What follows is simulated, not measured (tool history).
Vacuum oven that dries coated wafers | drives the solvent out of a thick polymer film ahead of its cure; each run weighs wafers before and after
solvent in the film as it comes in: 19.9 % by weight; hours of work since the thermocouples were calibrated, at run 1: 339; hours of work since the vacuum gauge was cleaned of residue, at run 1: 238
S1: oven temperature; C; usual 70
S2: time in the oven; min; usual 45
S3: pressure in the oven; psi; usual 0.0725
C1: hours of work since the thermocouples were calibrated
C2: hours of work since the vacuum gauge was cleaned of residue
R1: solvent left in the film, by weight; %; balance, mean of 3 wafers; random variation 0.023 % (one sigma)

Run 1, day 0: usual settings; C1 339; C2 238. Result: R1 3.59 %.
Run 2, day 1.325: usual settings; C1 352; C2 252. Result: R1 3.56 %.
Run 3, day 3.854: usual settings but S3 0.2418 psi; C1 378; C2 278. Result: R1 4.18 %.
Run 4, day 6.117: usual settings but S3 0.2418 psi; C1 402; C2 301. Result: R1 4.17 %.
Run 5, day 8.704: usual settings but S3 0.2418 psi; C1 428; C2 327. Result: R1 4.14 %.
Run 6, day 11.483: usual settings but S3 0.2418 psi; C1 457; C2 356. Result: R1 4.2 %.
Run 7, day 14.121: usual settings but S3 0.2418 psi; C1 484; C2 383. Result: R1 4.19 %.
Run 8, day 15.992: usual settings but S3 0.2418 psi; C1 503; C2 402. Result: R1 4.11 %.
Run 9, day 18.596: usual settings but S1 65 C; C1 530; C2 429. Result: R1 5.69 %.
Run 10, day 21.571: usual settings but S1 65 C; C1 560; C2 460. Result: R1 5.65 %.
Run 11, day 22.967: usual settings but S1 65 C; C1 575; C2 474. Result: R1 5.65 %.
Run 12, day 25.292: usual settings but S1 71 C, S2 25 min, S3 0.0454 psi; C1 599; C2 498. Result: R1 6.44 %.
Run 13, day 28.521: usual settings but S1 71 C, S2 33 min, S3 0.0454 psi; C1 632; C2 531. Result: R1 4.81 %.
Run 14, day 31.754: usual settings but S1 71 C, S2 33 min, S3 0.1774 psi; C1 665; C2 564. Result: R1 5.2 %.
Run 15, day 33.838: usual settings but S1 69 C, S2 49 min, S3 0.1774 psi; C1 686; C2 586. Result: R1 3.89 %.
Run 16, day 35.662: usual settings but S1 80 C, S2 62 min, S3 0.1774 psi; C1 705; C2 604. Result: R1 0.72 %.
Run 17, day 37.596: usual settings but S1 80 C, S2 62 min, S3 0.1774 psi; C1 725; C2 624. Result: R1 0.68 %.
Run 18, day 39.379: usual settings but S1 80 C, S2 62 min, S3 0.1774 psi; C1 743; C2 643. Result: R1 0.67 %.
Run 19, day 41.238: usual settings but S1 80 C, S2 62 min, S3 0.1774 psi; C1 762; C2 662. Result: R1 0.69 %.
Run 20, day 44.358: usual settings but S3 0.0886 psi; C1 795; C2 694. Result: R1 3.62 %.
Run 21, day 45.9: usual settings but S1 72 C, S3 0.18 psi; C1 810; C2 710. Result: R1 3.24 %.

Forecast each of these 5 alternatives for the next run:
Run A, day 47.346: usual settings but S1 80 C, S2 37 min; C1 825; C2 724. Result: R1 ?.
Run B, day 47.346: usual settings but S1 72 C, S3 0.2849 psi; C1 825; C2 724. Result: R1 ?.
Run C, day 47.346: usual settings but S1 72 C, S3 0.1352 psi; C1 825; C2 724. Result: R1 ?.
Run D, day 47.346: usual settings but S1 63 C, S2 39 min, S3 0.18 psi; C1 825; C2 724. Result: R1 ?.
Run E, day 47.346: usual settings but S1 72 C, S2 40 min, S3 0.2879 psi; C1 825; C2 724. Result: R1 ?.

run    R1
  A   1.4
  B  3.55
  C  3.12
  D  7.77
  E  4.12
Without the tool's hidden state the same runs would have given:
run    R1
  A  1.41
  B  3.56
  C  3.13
  D  7.78
  E  4.13
